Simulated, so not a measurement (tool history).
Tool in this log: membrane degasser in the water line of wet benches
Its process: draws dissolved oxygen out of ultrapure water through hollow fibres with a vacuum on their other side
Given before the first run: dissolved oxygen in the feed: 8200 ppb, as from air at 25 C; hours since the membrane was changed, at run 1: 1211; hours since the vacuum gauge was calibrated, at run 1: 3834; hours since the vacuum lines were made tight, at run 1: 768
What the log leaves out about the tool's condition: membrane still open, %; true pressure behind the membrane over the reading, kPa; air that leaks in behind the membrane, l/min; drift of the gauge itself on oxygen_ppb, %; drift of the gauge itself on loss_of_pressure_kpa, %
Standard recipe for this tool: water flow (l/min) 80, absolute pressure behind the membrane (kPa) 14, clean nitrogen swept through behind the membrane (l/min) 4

run,hour,water flow (l/min),absolute pressure behind the membrane (kPa),clean nitrogen swept through behind the membrane (l/min),hours since the membrane was changed,hours since the vacuum gauge was calibrated,hours since the vacuum lines were made tight,dissolved oxygen in the water behind the degasser (ppb),pressure that the water loses in the fibres (kPa)
1,0,80,14,4,1211,3834,768,494.6,60.59
2,35.2,80,14,4,1246,3869,803,496.7,60.26
3,72.7,80,14,4,1284,3906,840,495.6,60.51
4,98.5,80,14,4,1309,3932,866,495.4,60.56
5,147.8,80,14,4,1359,3982,915,496.2,60.31
6,170.9,80,14,4,1382,4005,938,494.2,59.98
7,205.7,50,14.7,6.07,1417,4039,973,235.4,37.61
8,247.2,124,34.3,4.77,1458,4081,1015,1536.9,93.4
9,291,53,34.3,6.13,1502,4125,1059,609.7,39.67
10,319.6,49,34.3,7.94,1531,4153,1087,453.5,37
11,355.6,80,8.7,7.15,1567,4189,1123,183.2,60.32
12,389.6,80,8.7,7.15,1601,4223,1157,182.3,59.9

Alternative continuations, all from the tool just after run 12; predict every row:
A,438,72,18.1,6.81,1649,4272,1206,?,?
B,438,50,10.2,6.58,1649,4272,1206,?,?
C,438,95,14,2.42,1649,4272,1206,?,?
D,438,80,13.5,10.53,1649,4272,1206,?,?
E,438,82,14.6,4,1649,4272,1206,?,?

run,dissolved oxygen in the water behind the degasser (ppb),pressure that the water loses in the fibres (kPa)
A,387.5,54.42
B,141.9,37.37
C,833.8,71.78
D,223,60.25
E,532.6,62.16
With the hidden condition removed and each run's random variation left untouched, the same runs would have given:
run,dissolved oxygen in the water behind the degasser (ppb),pressure that the water loses in the fibres (kPa)
A,387.3,54.41
B,141.8,37.37
C,833.5,71.76
D,222.9,60.24
E,532.4,62.15
